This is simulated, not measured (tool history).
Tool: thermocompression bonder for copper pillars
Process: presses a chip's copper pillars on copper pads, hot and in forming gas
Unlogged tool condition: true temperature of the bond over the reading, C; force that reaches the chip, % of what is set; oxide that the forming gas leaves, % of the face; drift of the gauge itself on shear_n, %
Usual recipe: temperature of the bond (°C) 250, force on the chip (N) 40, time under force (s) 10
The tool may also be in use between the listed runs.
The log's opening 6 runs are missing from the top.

run   hour  temperature of the bond (°C)  force on the chip (N)  time under force (s)  hours of work since the heater was calibrated  hours of work since the force cell was calibrated  hours of work since the gas filter was changed  force that shears a chip off (N)
      38.4  -- forming gas filter changed
  7   42.6                           250                     40                     7                                            197                                                214                                               3                              59.1
  8   49.5                           250                     40                     7                                            201                                                219                                               7                              60.0
  9   58.3                           250                     40                    10                                            207                                                225                                              13                              67.5
 10   68.1                           250                     34                    10                                            214                                                231                                              19                              56.9
 11   72.9                           237                     40                    10                                            217                                                234                                              23                              56.0
 12   78.6                           237                     40                    10                                            220                                                238                                              26                              56.0
 13   86.4                           237                     40                    10                                            226                                                243                                              31                              55.6
 14   91.3                           238                     40                    10                                            229                                                246                                              35                              57.1
 15  100.9                           238                     40                    10                                            235                                                252                                              41                              57.0
 16  110.0                           250                     40                    10                                            241                                                258                                              47                              66.9
 17  114.7                           250                     40                     6                                            244                                                261                                              50                              56.7
 18  123.6                           250                     40                     6                                            250                                                267                                              56                              55.9
 19  131.9                           250                     40                     6                                            255                                                273                                              61                              55.7
 20  140.6                           250                     40                     6                                            261                                                278                                              67                              56.2
 21  147.5                           250                     26                     6                                            266                                                283                                              71                              34.1
 22  152.3                           250                     28                     8                                            269                                                286                                              74                              43.0
 23  160.3                           250                     25                    10                                            274                                                291                                              80                              40.9
 24  165.7                           220                     31                     6                                            277                                                295                                              83                              26.0
 25  172.1                           222                     33                    25                                            282                                                299                                              87                              51.9
 26  180.0                           222                     33                    25                                            287                                                304                                              93                              51.4
 27  186.4                           270                     60                     7                                            291                                                308                                              97                             100.1
 28  192.1                           248                     36                    10                                            295                                                312                                             100                              58.9

Run 29 comes next. What will it give?
 29  199.4                           257                     29                    10                                            299                                                317                                             105                                 ?

Run 29 produced force that shears a chip off (N) 53.2.
If the tool had no hidden condition, the same run with the same run-to-run variation would have returned force that shears a chip off (N) 52.4.
